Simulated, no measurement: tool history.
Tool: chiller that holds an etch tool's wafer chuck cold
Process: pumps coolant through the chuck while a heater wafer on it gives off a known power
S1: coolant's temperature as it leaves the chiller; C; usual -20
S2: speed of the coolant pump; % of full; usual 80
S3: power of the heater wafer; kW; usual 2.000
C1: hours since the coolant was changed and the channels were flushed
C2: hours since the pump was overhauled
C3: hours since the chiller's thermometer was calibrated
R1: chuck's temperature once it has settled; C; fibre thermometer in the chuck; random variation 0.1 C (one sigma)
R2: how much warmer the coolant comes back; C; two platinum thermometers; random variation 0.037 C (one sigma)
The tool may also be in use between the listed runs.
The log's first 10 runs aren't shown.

Run 11, day 53.558: usual settings; C1 2962; C2 7893; C3 5425. Result: R1 -4.1 C, R2 8.21 C.
Run 12, day 57.425: usual settings but S1 -12 C; C1 3055; C2 7985; C3 5518. Result: R1 3.8 C, R2 8.25 C.
Run 13, day 65.238: usual settings but S1 -12 C; C1 3242; C2 8173; C3 5706. Result: R1 3.9 C, R2 8.26 C.
At day 69.675: chiller's thermometer calibrated.
Run 14, day 69.933: usual settings; C1 3354; C2 8285; C3 6. Result: R1 -4.6 C, R2 8.35 C.
Run 15, day 76.812: usual settings; C1 3519; C2 8450; C3 171. Result: R1 -4.8 C, R2 8.34 C.
Run 16, day 80.379: usual settings; C1 3605; C2 8535; C3 257. Result: R1 -4.7 C, R2 8.33 C.
Run 17, day 87.638: usual settings; C1 3779; C2 8709; C3 431. Result: R1 -4.5 C, R2 8.29 C.
Run 18, day 92.033: usual settings but S1 -13 C, S2 95 % of full; C1 3885; C2 8815; C3 537. Result: R1 0.4 C, R2 7.01 C.
Run 19, day 97.329: usual settings but S2 67 % of full; C1 4012; C2 8942; C3 664. Result: R1 -2.0 C, R2 9.99 C.
Run 20, day 104.038: usual settings but S2 92 % of full; C1 4173; C2 9103; C3 825. Result: R1 -6.3 C, R2 7.31 C.
At day 108.958: coolant pump overhauled.
Run 21, day 109.000: usual settings but S2 76 % of full, S3 1.054 kW; C1 4287; C2 1; C3 939. Result: R1 -13.5 C, R2 3.97 C.
At day 111.338: chiller's thermometer calibrated, once more.
Run 22, day 114.862: usual settings but S1 -19 C, S2 88 % of full, S3 2.130 kW; C1 4427; C2 141; C3 85. Result: R1 -3.5 C, R2 6.99 C.
Run 23, day 118.238: usual settings but S1 -13 C, S2 79 % of full; C1 4508; C2 222; C3 166. Result: R1 2.9 C, R2 7.32 C.
Run 24, day 122.762: usual settings but S1 -13 C, S2 79 % of full, S3 1.646 kW; C1 4616; C2 330; C3 274. Result: R1 0.1 C, R2 6.04 C.
Run 25, day 128.129: usual settings but S1 -13 C, S2 79 % of full, S3 1.646 kW; C1 4745; C2 459; C3 403. Result: R1 -0.1 C, R2 6.03 C.
Run 26, day 135.892: usual settings but S1 -13 C, S2 79 % of full, S3 1.646 kW; C1 4931; C2 645; C3 589. Result: R1 0.0 C, R2 5.99 C.
Run 27, day 142.896: usual settings but S1 -23 C, S3 2.873 kW; C1 5099; C2 813; C3 757. Result: R1 -0.7 C, R2 10.45 C.
Run 28, day 149.308: usual settings but S1 -23 C, S3 2.873 kW; C1 5253; C2 967; C3 911. Result: R1 -0.3 C, R2 10.57 C.
Run 29, day 156.846: usual settings but S1 -24 C, S2 77 % of full, S3 1.908 kW; C1 5434; C2 1148; C3 1092. Result: R1 -8.3 C, R2 7.26 C.
Run 30, day 163.417: usual settings but S1 -24 C, S2 77 % of full, S3 1.908 kW; C1 5592; C2 1306; C3 1250. Result: R1 -8.3 C, R2 7.33 C.
Run 31, day 170.908: usual settings but S1 -12 C, S2 94 % of full, S3 1.511 kW; C1 5772; C2 1486; C3 1430. Result: R1 -1.6 C, R2 4.79 C.
Run 32, day 175.079: usual settings but S1 -12 C, S2 60 % of full, S3 1.511 kW; C1 5872; C2 1586; C3 1530. Result: R1 2.8 C, R2 7.41 C.
Run 33, day 181.950: usual settings but S1 -12 C, S2 60 % of full, S3 1.681 kW; C1 6037; C2 1751; C3 1695. Result: R1 4.9 C, R2 8.34 C.

3 ways to go on from here, each from the tool as it stands after run 33. What would each give?
Run A, day 188.658: usual settings but S1 -12 C, S2 92 % of full, S3 1.681 kW; C1 6198; C2 1912; C3 1856. Result: R1 ?, R2 ?.
Run B, day 188.658: usual settings but S1 -15 C, S2 95 % of full, S3 2.735 kW; C1 6198; C2 1912; C3 1856. Result: R1 ?, R2 ?.
Run C, day 188.658: usual settings but S2 96 % of full; C1 6198; C2 1912; C3 1856. Result: R1 ?, R2 ?.

run    R1    R2
  A   0.0  5.49
  B   4.1  8.58
  C  -6.3  6.25
Without the tool's hidden state the same runs would have given:
run    R1    R2
  A  -1.0  5.25
  B   2.5  8.19
  C  -7.4  5.97
